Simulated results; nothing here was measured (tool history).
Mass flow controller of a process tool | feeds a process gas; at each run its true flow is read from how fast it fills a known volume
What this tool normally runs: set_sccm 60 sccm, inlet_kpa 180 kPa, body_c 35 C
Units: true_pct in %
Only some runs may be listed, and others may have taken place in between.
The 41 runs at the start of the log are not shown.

run 42 hour=5311.3 | set_sccm=12 inlet_kpa=172 body_c=29 | true_pct=97.63
run 43 hour=5451.9 | set_sccm=29 inlet_kpa=146 body_c=26 | true_pct=98.45
run 44 hour=5607.8 | set_sccm=13 inlet_kpa=223 body_c=20 | true_pct=98.22
run 45 hour=5720.9 | set_sccm=24 inlet_kpa=223 body_c=29 | true_pct=97.94
run 46 hour=5841.0 | set_sccm=81 inlet_kpa=185 body_c=32 | true_pct=99.14
run 47 hour=5944.1 | set_sccm=81 inlet_kpa=185 body_c=32 | true_pct=99.05
run 48 hour=6118.5 | set_sccm=81 inlet_kpa=185 body_c=32 | true_pct=99.16
run 49 hour=6281.4 | set_sccm=81 inlet_kpa=185 body_c=32 | true_pct=98.91

Each row is a separate what-if for the run after 49, all from the same tool condition, not one after another. Results?
run A hour=6437.9 | set_sccm=60 inlet_kpa=199 body_c=27 | true_pct=?
run B hour=6437.9 | set_sccm=65 inlet_kpa=185 body_c=27 | true_pct=?
run C hour=6437.9 | set_sccm=84 inlet_kpa=181 body_c=22 | true_pct=?
run D hour=6437.9 | set_sccm=22 inlet_kpa=184 body_c=32 | true_pct=?

run=A true_pct=98.97
run=B true_pct=99.04
run=C true_pct=99.83
run=D true_pct=97.65
With no hidden state in the tool, these same runs would have given:
run=A true_pct=98.97
run=B true_pct=99.03
run=C true_pct=99.82
run=D true_pct=97.64
